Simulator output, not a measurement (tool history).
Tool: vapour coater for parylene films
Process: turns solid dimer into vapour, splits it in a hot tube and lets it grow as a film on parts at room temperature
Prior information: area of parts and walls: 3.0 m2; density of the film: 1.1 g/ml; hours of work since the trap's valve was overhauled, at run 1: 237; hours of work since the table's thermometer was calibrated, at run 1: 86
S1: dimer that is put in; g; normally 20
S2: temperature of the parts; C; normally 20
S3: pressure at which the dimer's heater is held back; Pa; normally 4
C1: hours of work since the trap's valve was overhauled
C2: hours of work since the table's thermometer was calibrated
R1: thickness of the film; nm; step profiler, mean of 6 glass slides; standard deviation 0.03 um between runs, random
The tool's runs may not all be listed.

run   hour  S1  S2    S3   C1   C2    R1
  1      0  20  20     4  237   86  3210
  2   16.3  20  20     4  245   94  3250
  3   40.8  20  20     4  256  106  3270
  4   73.9  20  20  7.98  273  122  3040
  5   97.5  13  20  7.98  284  134  1960
  6  119.6  20  16     4  295  144  3820
  7  138.8  20  16     4  304  154  3890
  8  161.2  20  16     4  315  164  3850
  9  191.6  20  20  4.47  330  179  3120
     204.6  -- trap's valve overhauled
 10  222.3  12  21     4    9  192  1920
 11    242   9  16   2.8   18  202  1900
 12    256  20  22   2.8   25  209  3220
 13  270.4  20  22   2.8   32  215  3140
     273.3  -- table's thermometer calibrated
 14  305.5  20  22   2.8   48   16  3200
 15  323.3  16  16  4.73   57   24  3180
 16  338.8  16  16  4.73   65   32  3220
 17  359.5  16  16  4.73   75   42  3180

Predict the results of run 18:
 18  392.3  16  17   4  90  58   ?

For run 18 the tool returned R1 3070 nm.
Minus the tool's unlogged condition, the same run would have read R1 3150 nm.

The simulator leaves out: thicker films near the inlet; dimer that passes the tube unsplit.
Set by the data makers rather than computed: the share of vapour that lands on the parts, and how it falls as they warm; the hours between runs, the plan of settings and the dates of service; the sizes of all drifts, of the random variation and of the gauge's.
